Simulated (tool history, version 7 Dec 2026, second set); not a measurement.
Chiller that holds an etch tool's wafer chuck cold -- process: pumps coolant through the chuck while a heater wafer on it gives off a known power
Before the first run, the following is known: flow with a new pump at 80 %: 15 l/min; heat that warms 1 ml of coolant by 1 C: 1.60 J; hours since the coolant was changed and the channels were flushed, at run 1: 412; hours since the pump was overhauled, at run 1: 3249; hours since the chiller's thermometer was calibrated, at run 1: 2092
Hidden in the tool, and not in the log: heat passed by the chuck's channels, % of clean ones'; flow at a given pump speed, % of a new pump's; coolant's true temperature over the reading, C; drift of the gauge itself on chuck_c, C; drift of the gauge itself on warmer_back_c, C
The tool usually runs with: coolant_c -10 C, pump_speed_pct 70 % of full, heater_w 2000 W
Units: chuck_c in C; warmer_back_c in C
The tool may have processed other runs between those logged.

run,hour,coolant_c,pump_speed_pct,heater_w,hours since the coolant was changed and the channels were flushed,hours since the pump was overhauled,hours since the chiller's thermometer was calibrated,chuck_c,warmer_back_c
1,0.0,-10,70,2000,412,3249,2092,7.7,6.06
2,91.9,-10,70,2000,504,3341,2184,7.3,6.11
3,229.6,-10,70,2000,641,3479,2321,7.6,6.12
4,392.7,-10,70,2000,804,3642,2485,7.5,6.21
5,545.7,-10,97,2000,957,3795,2638,3.7,4.34
6,745.1,-10,97,2000,1157,3994,2837,3.9,4.42
7,932.5,-10,82,2000,1344,4182,3024,5.9,5.31
8,1037.3,-10,99,2000,1449,4287,3129,3.8,4.35
9,1140.3,-10,99,2000,1552,4390,3232,3.9,4.26
10,1311.5,-10,99,2000,1723,4561,3403,4.0,4.35
11,1449.7,-10,99,2000,1861,4699,3542,3.8,4.38
12,1559.8,-10,99,1455,1971,4809,3652,-0.1,3.21
# hour 1610.0: chiller's thermometer calibrated
13,1682.0,-10,99,1455,2093,4930,72,0.9,3.14
14,1801.9,-10,80,2000,2213,5050,192,7.6,5.50
15,1905.9,-10,70,2719,2317,5154,296,16.7,8.64
16,1996.0,-10,70,1491,2407,5244,386,4.5,4.77
17,2138.5,-8,90,1491,2549,5387,528,4.1,3.65
18,2269.9,-18,70,1141,2681,5518,660,-6.6,3.64
19,2411.4,-18,70,1018,2822,5660,801,-7.8,3.27
# hour 2432.6: coolant pump overhauled
20,2502.0,-12,70,2481,2908,69,887,14.8,8.66
21,2644.7,-6,70,1287,3050,212,1030,7.9,4.53
22,2781.1,-16,79,1095,3187,348,1166,-5.1,3.37
23,2934.6,-16,79,1095,3340,502,1320,-5.1,3.42
24,3093.6,-15,79,1644,3499,661,1479,1.4,5.12
25,3182.4,-18,79,1644,3588,750,1567,-1.6,5.15
26,3385.1,-4,98,2166,3791,952,1770,14.5,5.40
27,3592.4,-4,98,2166,3998,1160,1977,14.9,5.39
# hour 3654.4: coolant pump overhauled, once more
28,3769.4,-3,70,2000,4170,115,2149,16.5,5.74
29,3969.8,-12,70,1445,4370,315,2350,1.9,4.12
30,4160.6,-12,70,1445,4561,506,2541,2.1,4.19
31,4290.2,-12,70,1445,4691,636,2670,2.3,4.18
32,4487.5,-10,62,1445,4888,833,2867,6.0,4.70

4 ways to go on from here, each from the tool as it stands after run 32. What would each give?
A,4674.5,-13,62,1445,5075,1020,3054,?,?
B,4674.5,-10,61,2000,5075,1020,3054,?,?
C,4674.5,-6,62,1445,5075,1020,3054,?,?
D,4674.5,-10,62,2527,5075,1020,3054,?,?

run,chuck_c,warmer_back_c
A,2.9,4.89
B,12.6,6.76
C,10.1,4.81
D,18.4,8.48
Without the tool's hidden state the same runs would have given:
run,chuck_c,warmer_back_c
A,0.4,4.84
B,8.9,6.70
C,7.5,4.76
D,13.6,8.39
